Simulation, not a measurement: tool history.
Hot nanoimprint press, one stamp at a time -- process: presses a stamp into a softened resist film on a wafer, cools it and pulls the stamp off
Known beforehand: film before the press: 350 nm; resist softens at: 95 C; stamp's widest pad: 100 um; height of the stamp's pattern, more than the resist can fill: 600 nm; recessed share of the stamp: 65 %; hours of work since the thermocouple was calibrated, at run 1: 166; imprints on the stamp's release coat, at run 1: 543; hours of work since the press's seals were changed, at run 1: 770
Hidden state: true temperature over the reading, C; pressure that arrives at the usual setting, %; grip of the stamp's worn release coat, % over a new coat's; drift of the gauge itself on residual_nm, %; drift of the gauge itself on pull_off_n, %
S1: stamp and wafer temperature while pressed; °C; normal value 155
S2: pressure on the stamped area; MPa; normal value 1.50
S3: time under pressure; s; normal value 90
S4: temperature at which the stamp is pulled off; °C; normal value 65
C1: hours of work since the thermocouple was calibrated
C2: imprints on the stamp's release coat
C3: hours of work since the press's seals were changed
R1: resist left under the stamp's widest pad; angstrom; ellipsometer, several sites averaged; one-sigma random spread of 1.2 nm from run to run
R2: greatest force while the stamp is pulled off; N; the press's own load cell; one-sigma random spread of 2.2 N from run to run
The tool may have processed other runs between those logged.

run 1 hour=0.0 | S1=155 S2=1.50 S3=90 S4=65 | C1=166 C2=543 C3=770 | R1=1866 R2=119
run 2 hour=48.2 | S1=155 S2=1.41 S3=90 S4=65 | C1=193 C2=728 C3=796 | R1=1896 R2=126
run 3 hour=91.9 | S1=155 S2=1.50 S3=90 S4=58 | C1=216 C2=896 C3=820 | R1=1911 R2=162
run 4 hour=120.6 | S1=155 S2=1.50 S3=90 S4=58 | C1=232 C2=1006 C3=836 | R1=1913 R2=169
run 5 hour=175.4 | S1=155 S2=1.50 S3=90 S4=58 | C1=262 C2=1216 C3=866 | R1=1897 R2=177
-- hour=195.5 stamp cleaned and given a new release coat
run 6 hour=222.4 | S1=155 S2=1.50 S3=90 S4=60 | C1=284 C2=103 C3=888 | R1=1919 R2=119
run 7 hour=266.0 | S1=155 S2=1.50 S3=90 S4=62 | C1=308 C2=271 C3=912 | R1=1906 R2=115
run 8 hour=302.2 | S1=155 S2=1.41 S3=90 S4=65 | C1=328 C2=410 C3=931 | R1=1989 R2=118
run 9 hour=350.0 | S1=155 S2=1.41 S3=90 S4=65 | C1=354 C2=593 C3=957 | R1=1995 R2=129
run 10 hour=398.8 | S1=155 S2=1.50 S3=90 S4=65 | C1=380 C2=781 C3=984 | R1=1930 R2=131
-- hour=404.7 plate thermocouple calibrated
run 11 hour=427.1 | S1=155 S2=1.50 S3=90 S4=65 | C1=12 C2=878 C3=998 | R1=2089 R2=145
run 12 hour=464.4 | S1=155 S2=1.50 S3=90 S4=65 | C1=33 C2=1021 C3=1018 | R1=2095 R2=153
run 13 hour=490.6 | S1=155 S2=1.50 S3=90 S4=65 | C1=47 C2=1122 C3=1032 | R1=2090 R2=153
-- hour=535.9 stamp cleaned and given a new release coat
run 14 hour=544.2 | S1=155 S2=1.50 S3=90 S4=65 | C1=73 C2=32 C3=1058 | R1=2110 R2=108
run 15 hour=589.4 | S1=155 S2=1.50 S3=90 S4=65 | C1=97 C2=206 C3=1083 | R1=2122 R2=117
-- hour=602.4 plate thermocouple calibrated, once more
run 16 hour=632.2 | S1=155 S2=1.50 S3=80 S4=71 | C1=16 C2=358 C3=1105 | R1=1857 R2=93
run 17 hour=676.0 | S1=155 S2=1.37 S3=74 S4=67 | C1=40 C2=527 C3=1129 | R1=1990 R2=107
run 18 hour=717.0 | S1=155 S2=1.37 S3=74 S4=67 | C1=63 C2=684 C3=1151 | R1=1996 R2=111
run 19 hour=746.1 | S1=155 S2=1.37 S3=74 S4=67 | C1=78 C2=796 C3=1167 | R1=2012 R2=122
run 20 hour=796.9 | S1=165 S2=1.37 S3=80 S4=67 | C1=106 C2=991 C3=1195 | R1=1231 R2=127
run 21 hour=851.3 | S1=165 S2=1.37 S3=80 S4=67 | C1=136 C2=1200 C3=1224 | R1=1240 R2=142
-- hour=878.8 stamp cleaned and given a new release coat
run 22 hour=911.3 | S1=155 S2=1.50 S3=92 S4=62 | C1=165 C2=125 C3=1254 | R1=1853 R2=113

Expected results for the next run?
run 23 hour=944.9 | S1=155 S2=1.22 S3=92 S4=62 | C1=183 C2=254 C3=1272 | R1=? R2=?

Run 23 yielded R1 1981 angstrom, R2 114 N.
Minus the tool's unlogged condition, the same run would have read R1 1871 angstrom, R2 102 N.
